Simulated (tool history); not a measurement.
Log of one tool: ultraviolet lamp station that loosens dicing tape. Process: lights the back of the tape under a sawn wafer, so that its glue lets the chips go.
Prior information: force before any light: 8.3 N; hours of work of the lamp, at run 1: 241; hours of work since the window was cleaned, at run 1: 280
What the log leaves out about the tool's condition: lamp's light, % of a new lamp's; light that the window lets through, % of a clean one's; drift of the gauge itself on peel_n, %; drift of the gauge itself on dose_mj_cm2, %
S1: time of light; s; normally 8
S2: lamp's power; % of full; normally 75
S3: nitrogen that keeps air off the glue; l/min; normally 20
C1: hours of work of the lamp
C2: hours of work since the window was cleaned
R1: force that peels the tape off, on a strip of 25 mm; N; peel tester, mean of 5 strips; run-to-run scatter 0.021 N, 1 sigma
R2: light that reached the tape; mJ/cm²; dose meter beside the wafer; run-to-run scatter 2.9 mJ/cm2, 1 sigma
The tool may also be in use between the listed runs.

run   hour  S1  S2  S3   C1   C2     R1   R2
  1      0   8  75  20  241  280  1.145  382
  2   13.3   7  75  20  247  286  1.466  325
  3   23.3   7  75  20  252  291  1.478  332
  4   43.2   7  75  20  262  301  1.489  332
  5   55.5   7  75  20  268  307  1.514  327
  6   69.5   7  75  20  275  314  1.444  324
  7   86.6   7  75  20  283  322  1.515  323
  8  101.1   7  91  20  290  329  1.047  398
  9  110.2   7  91  20  294  334  1.056  395
 10  124.9   6  91  20  302  341   1.49  339
 11  139.2   8  62  20  309  348  1.634  307
 12  159.2   8  62  20  318  357  1.656  303
 13  168.8   7  64   7  323  362  2.692  276
 14  186.1   7  97  12  331  371  1.219  418
 15  194.8   8  78  13  336  375  1.387  382
 16  214.1  11  64  35  345  384  0.751  425
 17    231  11  84  20  353  392  0.548  556
 18  250.5   6  95  20  363  402  1.399  343
 19  262.7   7  74   9  369  408  2.215  314

Alternative continuations, all from the tool just after run 19; predict every row:
  A  274.3   6   80   7  374  414   ?   ?
  B  274.3   5   75  28  374  414   ?   ?
  C  274.3   7  100   9  374  414   ?   ?
  D  274.3   8   63   8  374  414   ?   ?

run     R1   R2
  A  2.612  287
  B  2.332  229
  C  1.426  416
  D  2.306  303
Take away the tool's hidden state, keep each run's random variation, and the runs would have read:
run     R1   R2
  A  2.216  329
  B  1.949  262
  C  1.132  478
  D  1.932  347
